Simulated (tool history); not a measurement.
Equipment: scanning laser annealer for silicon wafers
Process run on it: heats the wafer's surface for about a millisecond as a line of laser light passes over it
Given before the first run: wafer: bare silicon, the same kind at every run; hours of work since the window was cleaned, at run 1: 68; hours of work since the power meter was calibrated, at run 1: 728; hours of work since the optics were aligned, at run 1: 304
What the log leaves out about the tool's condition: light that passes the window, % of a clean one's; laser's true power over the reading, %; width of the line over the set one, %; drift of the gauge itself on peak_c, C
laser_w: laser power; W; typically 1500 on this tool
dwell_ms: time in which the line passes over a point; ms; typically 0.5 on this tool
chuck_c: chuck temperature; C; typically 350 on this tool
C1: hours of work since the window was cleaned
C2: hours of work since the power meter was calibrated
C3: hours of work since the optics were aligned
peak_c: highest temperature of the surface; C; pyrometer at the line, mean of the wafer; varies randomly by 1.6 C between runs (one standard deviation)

Run 1, day 0: usual settings; C1 68; C2 728; C3 304. Result: peak_c 1065 C.
Run 2, day 0.721: usual settings but dwell_ms 0.582 ms; C1 77; C2 736; C3 312. Result: peak_c 1132 C.
Run 3, day 2.133: usual settings but dwell_ms 0.407 ms; C1 93; C2 753; C3 329. Result: peak_c 985 C.
Run 4, day 3.575: usual settings; C1 110; C2 770; C3 346. Result: peak_c 1067 C.
Run 5, day 4.883: usual settings but laser_w 1363 W; C1 126; C2 785; C3 361. Result: peak_c 997 C.
Run 6, day 6.225: usual settings but laser_w 1363 W; C1 141; C2 801; C3 377. Result: peak_c 997 C.
Run 7, day 6.983: usual settings; C1 150; C2 810; C3 386. Result: peak_c 1067 C.
Run 8, day 7.892: usual settings; C1 161; C2 820; C3 396. Result: peak_c 1063 C.
Run 9, day 9.358: usual settings; C1 178; C2 838; C3 414. Result: peak_c 1066 C.
Run 10, day 10.45: usual settings but chuck_c 324 C; C1 191; C2 850; C3 426. Result: peak_c 1038 C.
Run 11, day 11.65: usual settings but laser_w 1470 W; C1 205; C2 864; C3 440. Result: peak_c 1048 C.
Run 12, day 12.421: usual settings; C1 214; C2 874; C3 450. Result: peak_c 1066 C.
Run 13, day 13.879: usual settings; C1 231; C2 891; C3 467. Result: peak_c 1063 C.
Run 14, day 14.738: usual settings; C1 241; C2 901; C3 477. Result: peak_c 1062 C.
Run 15, day 15.542: usual settings but laser_w 1575 W, dwell_ms 0.446 ms, chuck_c 382 C; C1 251; C2 910; C3 486. Result: peak_c 1082 C.
Run 16, day 16.888: usual settings but laser_w 1575 W, dwell_ms 0.515 ms, chuck_c 339 C; C1 267; C2 926; C3 502. Result: peak_c 1101 C.
Run 17, day 18.079: usual settings but laser_w 1575 W, dwell_ms 0.515 ms, chuck_c 339 C; C1 281; C2 940; C3 516. Result: peak_c 1101 C.
Run 18, day 19.104: usual settings but chuck_c 379 C; C1 293; C2 952; C3 528. Result: peak_c 1092 C.
Run 19, day 20.6: usual settings but chuck_c 335 C; C1 310; C2 970; C3 546. Result: peak_c 1047 C.
Run 20, day 21.846: usual settings but laser_w 1297 W, dwell_ms 0.452 ms, chuck_c 318 C; C1 325; C2 984; C3 560. Result: peak_c 894 C.
Run 21, day 22.754: usual settings but laser_w 1297 W, dwell_ms 0.449 ms, chuck_c 318 C; C1 335; C2 995; C3 571. Result: peak_c 892 C.
Run 22, day 23.571: usual settings but laser_w 1572 W, dwell_ms 0.513 ms, chuck_c 355 C; C1 345; C2 1004; C3 580. Result: peak_c 1114 C.
Run 23, day 24.679: usual settings but laser_w 1282 W, dwell_ms 0.463 ms, chuck_c 334 C; C1 358; C2 1017; C3 593. Result: peak_c 911 C.
Run 24, day 25.533: usual settings but laser_w 1282 W, dwell_ms 0.463 ms, chuck_c 334 C; C1 368; C2 1028; C3 604. Result: peak_c 909 C.
Run 25, day 26.329: usual settings but laser_w 1437 W, dwell_ms 0.353 ms, chuck_c 373 C; C1 377; C2 1037; C3 613. Result: peak_c 924 C.
Run 26, day 27.171: usual settings but dwell_ms 0.542 ms; C1 387; C2 1047; C3 623. Result: peak_c 1094 C.

Run by run, hidden condition taken away, random variation retained:
run  peak_c
  1    1071
  2    1140
  3     991
  4    1074
  5    1004
  6    1005
  7    1075
  8    1071
  9    1075
 10    1047
 11    1058
 12    1076
 13    1073
 14    1073
 15    1093
 16    1113
 17    1113
 18    1104
 19    1060
 20     904
 21     903
 22    1128
 23     922
 24     921
 25     935
 26    1109
